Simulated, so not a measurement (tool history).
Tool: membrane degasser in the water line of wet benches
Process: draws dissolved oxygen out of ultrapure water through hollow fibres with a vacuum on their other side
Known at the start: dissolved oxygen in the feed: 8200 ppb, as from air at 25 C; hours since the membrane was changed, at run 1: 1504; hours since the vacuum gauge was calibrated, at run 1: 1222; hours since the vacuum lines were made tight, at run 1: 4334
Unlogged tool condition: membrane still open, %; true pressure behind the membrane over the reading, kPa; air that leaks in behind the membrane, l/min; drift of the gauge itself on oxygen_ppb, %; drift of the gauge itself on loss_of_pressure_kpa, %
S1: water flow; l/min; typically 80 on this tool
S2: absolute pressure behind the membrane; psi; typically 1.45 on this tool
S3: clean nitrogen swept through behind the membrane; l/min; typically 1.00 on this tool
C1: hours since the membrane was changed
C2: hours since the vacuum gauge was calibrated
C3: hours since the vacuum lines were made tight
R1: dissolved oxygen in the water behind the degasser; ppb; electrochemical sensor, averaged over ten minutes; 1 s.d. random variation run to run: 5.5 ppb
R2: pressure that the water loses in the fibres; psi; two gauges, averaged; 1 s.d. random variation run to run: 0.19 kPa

Run 1, hour 0.0: usual settings; C1 1504; C2 1222; C3 4334. Result: R1 957.5 ppb, R2 5.288 psi.
Run 2, hour 113.6: usual settings; C1 1618; C2 1335; C3 4448. Result: R1 964.0 ppb, R2 5.263 psi.
Run 3, hour 205.7: usual settings; C1 1710; C2 1427; C3 4540. Result: R1 962.3 ppb, R2 5.239 psi.
Run 4, hour 286.6: usual settings but S2 1.17 psi; C1 1791; C2 1508; C3 4621. Result: R1 743.9 ppb, R2 5.287 psi.
Run 5, hour 404.6: usual settings but S2 1.17 psi; C1 1909; C2 1626; C3 4739. Result: R1 748.6 ppb, R2 5.287 psi.
Run 6, hour 483.1: usual settings but S2 1.17 psi; C1 1987; C2 1705; C3 4817. Result: R1 748.2 ppb, R2 5.240 psi.
Run 7, hour 632.9: usual settings but S2 1.17 psi; C1 2137; C2 1854; C3 4967. Result: R1 745.5 ppb, R2 5.263 psi.
Run 8, hour 738.9: usual settings; C1 2243; C2 1960; C3 5073. Result: R1 964.6 ppb, R2 5.271 psi.
Run 9, hour 853.0: usual settings; C1 2357; C2 2075; C3 5187. Result: R1 968.7 ppb, R2 5.239 psi.
Run 10, hour 997.7: usual settings; C1 2502; C2 2219; C3 5332. Result: R1 958.7 ppb, R2 5.237 psi.
Run 11, hour 1126.7: usual settings; C1 2631; C2 2348; C3 5461. Result: R1 962.3 ppb, R2 5.214 psi.
Run 12, hour 1211.7: usual settings; C1 2716; C2 2433; C3 5546. Result: R1 964.4 ppb, R2 5.284 psi.
Run 13, hour 1376.4: usual settings but S1 51 l/min; C1 2881; C2 2598; C3 5711. Result: R1 638.4 ppb, R2 3.361 psi.
Run 14, hour 1487.3: usual settings but S1 54 l/min, S2 2.80 psi; C1 2992; C2 2709; C3 5821. Result: R1 1436.4 ppb, R2 3.590 psi.
Run 15, hour 1643.5: usual settings but S1 54 l/min, S2 3.29 psi, S3 0.74 l/min; C1 3148; C2 2865; C3 5978. Result: R1 2032.7 ppb, R2 3.568 psi.
Run 16, hour 1728.4: usual settings but S1 54 l/min, S2 3.29 psi, S3 0.74 l/min; C1 3233; C2 2950; C3 6063. Result: R1 2032.7 ppb, R2 3.555 psi.
Run 17, hour 1834.0: usual settings but S1 116 l/min, S2 1.80 psi, S3 1.05 l/min; C1 3338; C2 3056; C3 6168. Result: R1 1654.0 ppb, R2 7.599 psi.
Run 18, hour 1990.1: usual settings but S2 2.52 psi, S3 2.32 l/min; C1 3494; C2 3212; C3 6324. Result: R1 1032.7 ppb, R2 5.274 psi.
Run 19, hour 2164.5: usual settings but S1 62 l/min, S3 1.03 l/min; C1 3669; C2 3386; C3 6499. Result: R1 754.0 ppb, R2 4.055 psi.
Run 20, hour 2285.5: usual settings but S1 94 l/min, S2 2.74 psi; C1 3790; C2 3507; C3 6620. Result: R1 2103.5 ppb, R2 6.182 psi.
Run 21, hour 2426.0: usual settings but S1 55 l/min, S3 1.06 l/min; C1 3930; C2 3648; C3 6760. Result: R1 663.0 ppb, R2 3.624 psi.
Run 22, hour 2591.1: usual settings but S1 62 l/min, S2 1.89 psi, S3 0.91 l/min; C1 4095; C2 3813; C3 6925. Result: R1 1102.2 ppb, R2 4.068 psi.
At hour 2638.0: vacuum gauge calibrated.
Run 23, hour 2723.0: usual settings but S1 62 l/min, S2 1.89 psi, S3 0.91 l/min; C1 4227; C2 85; C3 7057. Result: R1 1102.3 ppb, R2 4.093 psi.
Run 24, hour 2836.8: usual settings but S2 2.77 psi, S3 2.33 l/min; C1 4341; C2 199; C3 7171. Result: R1 1124.6 ppb, R2 5.279 psi.
Run 25, hour 2931.2: usual settings but S2 2.77 psi, S3 2.33 l/min; C1 4435; C2 293; C3 7265. Result: R1 1117.0 ppb, R2 5.250 psi.
Run 26, hour 3062.5: usual settings but S1 85 l/min, S3 0.86 l/min; C1 4566; C2 425; C3 7396. Result: R1 1101.4 ppb, R2 5.614 psi.

For each entry between runs, how does the tool's hidden state at the last listed run before it compare with that at the first listed run after it?
Run 22 -> run 23: vacuum gauge calibrated (hour 2638.0)
  no hidden state differs between the two runs
